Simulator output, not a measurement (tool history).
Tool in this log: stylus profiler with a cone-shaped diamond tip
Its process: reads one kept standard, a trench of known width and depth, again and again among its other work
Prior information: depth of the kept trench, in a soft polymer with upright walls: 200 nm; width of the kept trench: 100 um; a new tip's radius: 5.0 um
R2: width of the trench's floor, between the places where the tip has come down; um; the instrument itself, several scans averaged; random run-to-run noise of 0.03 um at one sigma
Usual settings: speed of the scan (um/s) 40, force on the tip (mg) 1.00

run 1 day=0.000 | speed_of_the_scan_(um/s)=40 force_on_the_tip_(mg)=1.00 | depth_of_the_trench_(nm)=200.94 R2=96.73
run 2 day=0.675 | speed_of_the_scan_(um/s)=40 force_on_the_tip_(mg)=0.41 | depth_of_the_trench_(nm)=200.62 R2=96.60
run 3 day=1.108 | speed_of_the_scan_(um/s)=37 force_on_the_tip_(mg)=1.00 | depth_of_the_trench_(nm)=200.96 R2=96.75
run 4 day=1.558 | speed_of_the_scan_(um/s)=37 force_on_the_tip_(mg)=1.00 | depth_of_the_trench_(nm)=200.98 R2=96.72
run 5 day=1.950 | speed_of_the_scan_(um/s)=40 force_on_the_tip_(mg)=1.00 | depth_of_the_trench_(nm)=200.98 R2=96.72
run 6 day=2.571 | speed_of_the_scan_(um/s)=40 force_on_the_tip_(mg)=1.00 | depth_of_the_trench_(nm)=200.96 R2=96.71
run 7 day=3.162 | speed_of_the_scan_(um/s)=40 force_on_the_tip_(mg)=1.00 | depth_of_the_trench_(nm)=200.96 R2=96.72
run 8 day=3.575 | speed_of_the_scan_(um/s)=40 force_on_the_tip_(mg)=1.00 | depth_of_the_trench_(nm)=200.99 R2=96.72
run 9 day=4.100 | speed_of_the_scan_(um/s)=40 force_on_the_tip_(mg)=1.00 | depth_of_the_trench_(nm)=200.97 R2=96.68
run 10 day=4.696 | speed_of_the_scan_(um/s)=40 force_on_the_tip_(mg)=1.00 | depth_of_the_trench_(nm)=200.98 R2=96.69
run 11 day=5.150 | speed_of_the_scan_(um/s)=40 force_on_the_tip_(mg)=0.78 | depth_of_the_trench_(nm)=200.86 R2=96.64
run 12 day=5.817 | speed_of_the_scan_(um/s)=40 force_on_the_tip_(mg)=0.78 | depth_of_the_trench_(nm)=200.86 R2=96.63
run 13 day=6.525 | speed_of_the_scan_(um/s)=40 force_on_the_tip_(mg)=0.78 | depth_of_the_trench_(nm)=200.85 R2=96.66
run 14 day=6.979 | speed_of_the_scan_(um/s)=110 force_on_the_tip_(mg)=0.91 | depth_of_the_trench_(nm)=200.93 R2=96.27
run 15 day=7.717 | speed_of_the_scan_(um/s)=110 force_on_the_tip_(mg)=0.91 | depth_of_the_trench_(nm)=200.94 R2=96.30
run 16 day=8.279 | speed_of_the_scan_(um/s)=110 force_on_the_tip_(mg)=0.70 | depth_of_the_trench_(nm)=200.83 R2=96.22
run 17 day=8.812 | speed_of_the_scan_(um/s)=40 force_on_the_tip_(mg)=0.42 | depth_of_the_trench_(nm)=200.64 R2=96.56
run 18 day=9.304 | speed_of_the_scan_(um/s)=40 force_on_the_tip_(mg)=0.42 | depth_of_the_trench_(nm)=200.66 R2=96.52
run 19 day=9.925 | speed_of_the_scan_(um/s)=40 force_on_the_tip_(mg)=0.42 | depth_of_the_trench_(nm)=200.67 R2=96.52
run 20 day=10.354 | speed_of_the_scan_(um/s)=72 force_on_the_tip_(mg)=2.16 | depth_of_the_trench_(nm)=201.51 R2=96.57
run 21 day=11.112 | speed_of_the_scan_(um/s)=84 force_on_the_tip_(mg)=1.00 | depth_of_the_trench_(nm)=200.99 R2=96.41
run 22 day=11.729 | speed_of_the_scan_(um/s)=63 force_on_the_tip_(mg)=0.48 | depth_of_the_trench_(nm)=200.70 R2=96.39
run 23 day=12.462 | speed_of_the_scan_(um/s)=67 force_on_the_tip_(mg)=0.72 | depth_of_the_trench_(nm)=200.84 R2=96.38

Run 24 is up next; what results do you expect?
run 24 day=13.004 | speed_of_the_scan_(um/s)=73 force_on_the_tip_(mg)=0.43 | depth_of_the_trench_(nm)=? R2=?

Run 24 gave depth of the trench (nm) 200.68, R2 96.26 um.
Were there no unlogged condition in the tool, this run, its random variation unchanged, would have produced depth of the trench (nm) 200.42, R2 96.67 um.

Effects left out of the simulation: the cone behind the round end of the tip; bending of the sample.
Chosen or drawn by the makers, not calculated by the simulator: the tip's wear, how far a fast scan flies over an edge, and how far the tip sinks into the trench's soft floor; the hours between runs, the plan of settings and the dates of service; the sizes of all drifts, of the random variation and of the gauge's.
